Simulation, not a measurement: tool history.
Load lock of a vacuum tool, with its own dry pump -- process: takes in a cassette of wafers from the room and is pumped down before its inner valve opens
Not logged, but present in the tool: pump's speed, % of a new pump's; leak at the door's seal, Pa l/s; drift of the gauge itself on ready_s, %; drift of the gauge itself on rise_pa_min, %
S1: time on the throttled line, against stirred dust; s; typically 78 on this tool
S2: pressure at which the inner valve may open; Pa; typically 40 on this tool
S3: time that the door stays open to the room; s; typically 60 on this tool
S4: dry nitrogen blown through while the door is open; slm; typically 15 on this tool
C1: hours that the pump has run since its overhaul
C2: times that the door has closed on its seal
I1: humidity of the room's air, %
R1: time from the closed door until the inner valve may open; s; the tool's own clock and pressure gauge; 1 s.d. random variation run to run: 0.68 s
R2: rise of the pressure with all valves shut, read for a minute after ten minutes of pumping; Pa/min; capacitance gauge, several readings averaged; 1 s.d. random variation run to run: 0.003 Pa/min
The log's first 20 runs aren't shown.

| run | hour | S1 | S2 | S3 | S4 | C1 | C2 | I1 | R1 | R2 |
|---|---|---|---|---|---|---|---|---|---|---|
| 21 | 1341.8 | 72 | 71 | 60 | 15 | 3952 | 11038 | 45.9 | 95 | 0.102 |
| 22 | 1398.3 | 78 | 49 | 185 | 15 | 4008 | 11241 | 42.7 | 100.9 | 0.135 |
| 23 | 1487.4 | 78 | 49 | 185 | 15 | 4097 | 11562 | 47 | 103.3 | 0.143 |
| 24 | 1540.6 | 57 | 32 | 32 | 44 | 4150 | 11754 | 45.1 | 85.3 | 0.093 |
| 25 | 1618.9 | 47 | 39 | 180 | 5 | 4229 | 12036 | 42.2 | 75.5 | 0.152 |
| 26 | 1669.6 | 137 | 40 | 77 | 15 | 4279 | 12218 | 45.6 | 156.1 | 0.115 |
| 27 | 1746.4 | 53 | 40 | 42 | 15 | 4356 | 12495 | 43.7 | 80.1 | 0.111 |
| 28 | 1802.2 | 65 | 48 | 36 | 15 | 4412 | 12696 | 45.1 | 89.8 | 0.102 |
| 29 | 1886.4 | 78 | 72 | 26 | 15 | 4496 | 12999 | 49 | 101.1 | 0.11 |
| 30 | 1949.3 | 147 | 72 | 26 | 37 | 4559 | 13226 | 44.5 | 163.9 | 0.099 |
| 31 | 2011.8 | 147 | 72 | 26 | 37 | 4621 | 13451 | 46.7 | 164.4 | 0.107 |
| 32 | 2073.2 | 147 | 55 | 121 | 37 | 4683 | 13672 | 45.2 | 163.4 | 0.12 |
| 33 | 2136.2 | 150 | 59 | 32 | 16 | 4746 | 13899 | 43.5 | 168 | 0.115 |
| 34 | 2186.1 | 78 | 53 | 100 | 37 | 4796 | 14079 | 45.1 | 101.8 | 0.127 |
| 35 | 2256 | 78 | 46 | 84 | 37 | 4866 | 14331 | 41.9 | 101.8 | 0.122 |
| 36 | 2304.5 | 78 | 46 | 84 | 37 | 4914 | 14506 | 41.8 | 103 | 0.124 |

Branching from run 36: 4 alternative next runs. What would each branch give?
| A | 2394.2 | 116 | 46 | 25 | 37 | 5004 | 14828 | 44.5 | ? | ? |
| B | 2394.2 | 78 | 46 | 84 | 41 | 5004 | 14828 | 44 | ? | ? |
| C | 2394.2 | 46 | 40 | 60 | 15 | 5004 | 14828 | 45.1 | ? | ? |
| D | 2394.2 | 87 | 49 | 60 | 37 | 5004 | 14828 | 45.7 | ? | ? |

| run | R1 | R2 |
|---|---|---|
| A | 137 | 0.119 |
| B | 102.3 | 0.133 |
| C | 73.7 | 0.131 |
| D | 111.2 | 0.128 |
Had the tool no hidden state, the same runs would have come out as:
| run | R1 | R2 |
|---|---|---|
| A | 136.2 | 0.013 |
| B | 101.4 | 0.027 |
| C | 72.7 | 0.028 |
| D | 110.3 | 0.024 |
